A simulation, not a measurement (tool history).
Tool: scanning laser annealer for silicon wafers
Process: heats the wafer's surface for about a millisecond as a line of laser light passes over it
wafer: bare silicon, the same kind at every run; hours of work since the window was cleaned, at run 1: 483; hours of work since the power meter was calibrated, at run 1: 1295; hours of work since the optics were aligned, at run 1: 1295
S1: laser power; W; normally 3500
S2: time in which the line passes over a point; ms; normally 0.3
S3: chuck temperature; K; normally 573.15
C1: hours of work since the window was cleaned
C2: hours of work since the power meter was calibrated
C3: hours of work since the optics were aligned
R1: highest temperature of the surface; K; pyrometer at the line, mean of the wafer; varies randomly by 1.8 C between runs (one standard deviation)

{"run": 1, "day": 0.0, "S1": 3500, "S2": 0.3, "S3": 573.15, "C1": 483, "C2": 1295, "C3": 1295, "R1": 1283.15}
{"run": 2, "day": 3.188, "S1": 3500, "S2": 0.3, "S3": 573.15, "C1": 542, "C2": 1354, "C3": 1354, "R1": 1283.15}
{"run": 3, "day": 5.675, "S1": 3500, "S2": 0.3, "S3": 573.15, "C1": 588, "C2": 1400, "C3": 1400, "R1": 1287.15}
{"day": 8.058, "done": "window over the wafer cleaned"}
{"run": 4, "day": 9.846, "S1": 3019, "S2": 0.3, "S3": 573.15, "C1": 33, "C2": 1475, "C3": 1475, "R1": 1171.15}
{"run": 5, "day": 13.004, "S1": 3500, "S2": 0.3, "S3": 588.15, "C1": 91, "C2": 1533, "C3": 1533, "R1": 1303.15}
{"run": 6, "day": 14.812, "S1": 3500, "S2": 0.3, "S3": 588.15, "C1": 124, "C2": 1566, "C3": 1566, "R1": 1300.15}
{"run": 7, "day": 18.371, "S1": 3500, "S2": 0.3, "S3": 570.15, "C1": 190, "C2": 1632, "C3": 1632, "R1": 1283.15}
{"run": 8, "day": 21.175, "S1": 3500, "S2": 0.3, "S3": 570.15, "C1": 242, "C2": 1683, "C3": 1683, "R1": 1282.15}
{"run": 9, "day": 24.5, "S1": 3406, "S2": 0.3, "S3": 573.15, "C1": 303, "C2": 1745, "C3": 1745, "R1": 1262.15}
{"run": 10, "day": 27.25, "S1": 3406, "S2": 0.3, "S3": 573.15, "C1": 353, "C2": 1795, "C3": 1795, "R1": 1261.15}
{"run": 11, "day": 31.383, "S1": 3761, "S2": 0.3, "S3": 573.15, "C1": 429, "C2": 1871, "C3": 1871, "R1": 1344.15}
{"run": 12, "day": 34.021, "S1": 3500, "S2": 0.3, "S3": 573.15, "C1": 478, "C2": 1920, "C3": 1920, "R1": 1284.15}
{"run": 13, "day": 36.5, "S1": 3500, "S2": 0.3, "S3": 600.15, "C1": 524, "C2": 1966, "C3": 1966, "R1": 1312.15}
{"day": 37.775, "done": "optics aligned, line set to its width"}
{"run": 14, "day": 40.696, "S1": 3500, "S2": 0.3, "S3": 600.15, "C1": 597, "C2": 2039, "C3": 54, "R1": 1310.15}
{"day": 42.333, "done": "window over the wafer cleaned"}
{"run": 15, "day": 44.112, "S1": 3500, "S2": 0.3, "S3": 600.15, "C1": 33, "C2": 2100, "C3": 115, "R1": 1313.15}
{"run": 16, "day": 46.0, "S1": 3622, "S2": 0.3, "S3": 573.15, "C1": 67, "C2": 2135, "C3": 150, "R1": 1314.15}
{"run": 17, "day": 49.562, "S1": 3500, "S2": 0.3, "S3": 573.15, "C1": 133, "C2": 2201, "C3": 216, "R1": 1286.15}
{"run": 18, "day": 52.533, "S1": 3500, "S2": 0.3, "S3": 573.15, "C1": 188, "C2": 2255, "C3": 270, "R1": 1286.15}
{"run": 19, "day": 55.058, "S1": 3500, "S2": 0.3, "S3": 573.15, "C1": 234, "C2": 2302, "C3": 317, "R1": 1288.15}
{"run": 20, "day": 57.104, "S1": 3500, "S2": 0.3, "S3": 573.15, "C1": 272, "C2": 2340, "C3": 354, "R1": 1285.15}

Run 21 is up next; what results do you expect?
{"run": 21, "day": 59.629, "S1": 3500, "S2": 0.3, "S3": 546.15, "C1": 318, "C2": 2386, "C3": 401, "R1": "?"}

Run 21 produced R1 1255.15 K.
Minus the tool's unlogged condition, the same run would have read R1 1256.15 K.
